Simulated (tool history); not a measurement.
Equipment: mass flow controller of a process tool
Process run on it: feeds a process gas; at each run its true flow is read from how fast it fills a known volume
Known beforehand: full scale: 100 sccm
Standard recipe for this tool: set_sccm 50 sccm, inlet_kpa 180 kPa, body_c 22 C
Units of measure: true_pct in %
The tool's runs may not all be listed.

run 1 hour=0.0 | set_sccm=50 inlet_kpa=180 body_c=22 | true_pct=98.74
run 2 hour=59.1 | set_sccm=12 inlet_kpa=180 body_c=22 | true_pct=97.58
run 3 hour=118.8 | set_sccm=12 inlet_kpa=180 body_c=22 | true_pct=97.37
run 4 hour=211.6 | set_sccm=50 inlet_kpa=180 body_c=22 | true_pct=98.50
run 5 hour=322.2 | set_sccm=50 inlet_kpa=180 body_c=22 | true_pct=98.35
run 6 hour=439.5 | set_sccm=50 inlet_kpa=179 body_c=22 | true_pct=98.40
run 7 hour=546.4 | set_sccm=50 inlet_kpa=179 body_c=22 | true_pct=98.21
run 8 hour=642.2 | set_sccm=50 inlet_kpa=180 body_c=25 | true_pct=97.94
run 9 hour=716.8 | set_sccm=50 inlet_kpa=180 body_c=25 | true_pct=97.95
run 10 hour=808.9 | set_sccm=50 inlet_kpa=202 body_c=25 | true_pct=97.97
run 11 hour=878.4 | set_sccm=50 inlet_kpa=202 body_c=25 | true_pct=97.91
run 12 hour=980.2 | set_sccm=50 inlet_kpa=202 body_c=25 | true_pct=97.84
run 13 hour=1079.6 | set_sccm=32 inlet_kpa=202 body_c=30 | true_pct=97.18
run 14 hour=1179.1 | set_sccm=32 inlet_kpa=202 body_c=30 | true_pct=96.99
run 15 hour=1230.8 | set_sccm=10 inlet_kpa=153 body_c=22 | true_pct=96.37

Below are 3 alternative next runs, each starting from the tool's condition after run 15. Predict each:
run A hour=1296.4 | set_sccm=10 inlet_kpa=153 body_c=22 | true_pct=?
run B hour=1296.4 | set_sccm=13 inlet_kpa=146 body_c=29 | true_pct=?
run C hour=1296.4 | set_sccm=20 inlet_kpa=153 body_c=22 | true_pct=?

run=A true_pct=96.28
run=B true_pct=96.21
run=C true_pct=96.69
With no hidden state in the tool, these same runs would have given:
run=A true_pct=97.35
run=B true_pct=97.27
run=C true_pct=97.75

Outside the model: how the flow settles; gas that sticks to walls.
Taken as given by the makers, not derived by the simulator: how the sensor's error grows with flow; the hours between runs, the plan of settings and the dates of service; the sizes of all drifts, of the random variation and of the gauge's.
